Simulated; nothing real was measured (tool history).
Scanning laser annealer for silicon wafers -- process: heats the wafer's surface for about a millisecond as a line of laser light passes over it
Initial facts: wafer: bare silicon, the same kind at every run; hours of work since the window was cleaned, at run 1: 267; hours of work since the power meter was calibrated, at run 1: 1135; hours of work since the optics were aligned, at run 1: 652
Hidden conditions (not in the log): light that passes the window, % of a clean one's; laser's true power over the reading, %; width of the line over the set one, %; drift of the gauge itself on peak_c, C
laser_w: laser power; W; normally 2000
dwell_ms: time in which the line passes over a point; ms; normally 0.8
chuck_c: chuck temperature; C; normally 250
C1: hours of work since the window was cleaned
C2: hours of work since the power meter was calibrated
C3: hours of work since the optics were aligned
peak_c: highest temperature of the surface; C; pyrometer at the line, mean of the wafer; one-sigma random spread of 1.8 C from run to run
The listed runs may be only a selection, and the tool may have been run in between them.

{"run": 1, "day": 0.0, "laser_w": 2000, "dwell_ms": 0.8, "chuck_c": 250, "C1": 267, "C2": 1135, "C3": 652, "peak_c": 931}
{"run": 2, "day": 1.383, "laser_w": 2000, "dwell_ms": 0.657, "chuck_c": 250, "C1": 285, "C2": 1153, "C3": 670, "peak_c": 861}
{"run": 3, "day": 4.0, "laser_w": 2000, "dwell_ms": 0.657, "chuck_c": 250, "C1": 319, "C2": 1187, "C3": 704, "peak_c": 858}
{"run": 4, "day": 6.075, "laser_w": 2000, "dwell_ms": 0.657, "chuck_c": 250, "C1": 345, "C2": 1213, "C3": 730, "peak_c": 859}
{"day": 8.646, "done": "optics aligned, line set to its width"}
{"run": 5, "day": 9.079, "laser_w": 2000, "dwell_ms": 0.657, "chuck_c": 250, "C1": 381, "C2": 1249, "C3": 6, "peak_c": 843}
{"run": 6, "day": 10.717, "laser_w": 2000, "dwell_ms": 0.657, "chuck_c": 250, "C1": 402, "C2": 1270, "C3": 27, "peak_c": 840}
{"day": 10.992, "done": "window over the wafer cleaned"}
{"run": 7, "day": 13.083, "laser_w": 2000, "dwell_ms": 0.8, "chuck_c": 268, "C1": 27, "C2": 1299, "C3": 56, "peak_c": 949}
{"run": 8, "day": 15.575, "laser_w": 2000, "dwell_ms": 0.8, "chuck_c": 268, "C1": 59, "C2": 1331, "C3": 88, "peak_c": 947}
{"run": 9, "day": 18.596, "laser_w": 2194, "dwell_ms": 0.8, "chuck_c": 235, "C1": 98, "C2": 1370, "C3": 127, "peak_c": 997}
{"run": 10, "day": 20.112, "laser_w": 1900, "dwell_ms": 0.8, "chuck_c": 250, "C1": 117, "C2": 1390, "C3": 146, "peak_c": 883}
{"day": 20.717, "done": "optics aligned, line set to its width, once more"}
{"run": 11, "day": 22.079, "laser_w": 2119, "dwell_ms": 0.586, "chuck_c": 250, "C1": 140, "C2": 1412, "C3": 17, "peak_c": 895}
{"run": 12, "day": 24.55, "laser_w": 2000, "dwell_ms": 0.563, "chuck_c": 250, "C1": 171, "C2": 1444, "C3": 49, "peak_c": 830}
{"run": 13, "day": 27.267, "laser_w": 1834, "dwell_ms": 0.563, "chuck_c": 225, "C1": 206, "C2": 1479, "C3": 84, "peak_c": 744}
{"run": 14, "day": 29.35, "laser_w": 1834, "dwell_ms": 0.563, "chuck_c": 225, "C1": 233, "C2": 1505, "C3": 111, "peak_c": 744}
{"run": 15, "day": 31.488, "laser_w": 1773, "dwell_ms": 0.766, "chuck_c": 250, "C1": 260, "C2": 1533, "C3": 138, "peak_c": 831}
{"run": 16, "day": 33.108, "laser_w": 1773, "dwell_ms": 0.766, "chuck_c": 250, "C1": 281, "C2": 1554, "C3": 159, "peak_c": 833}

Branching from run 16: 3 alternative next runs. What would each branch give?
{"run": "A", "day": 35.329, "laser_w": 2143, "dwell_ms": 0.634, "chuck_c": 219, "C1": 310, "C2": 1582, "C3": 187, "peak_c": "?"}
{"run": "B", "day": 35.329, "laser_w": 1895, "dwell_ms": 0.639, "chuck_c": 280, "C1": 310, "C2": 1582, "C3": 187, "peak_c": "?"}
{"run": "C", "day": 35.329, "laser_w": 1720, "dwell_ms": 0.598, "chuck_c": 261, "C1": 310, "C2": 1582, "C3": 187, "peak_c": "?"}

run=A peak_c=884
run=B peak_c=851
run=C peak_c=748
With the hidden condition removed and each run's random variation left untouched, the same runs would have given:
run=A peak_c=923
run=B peak_c=884
run=C peak_c=776
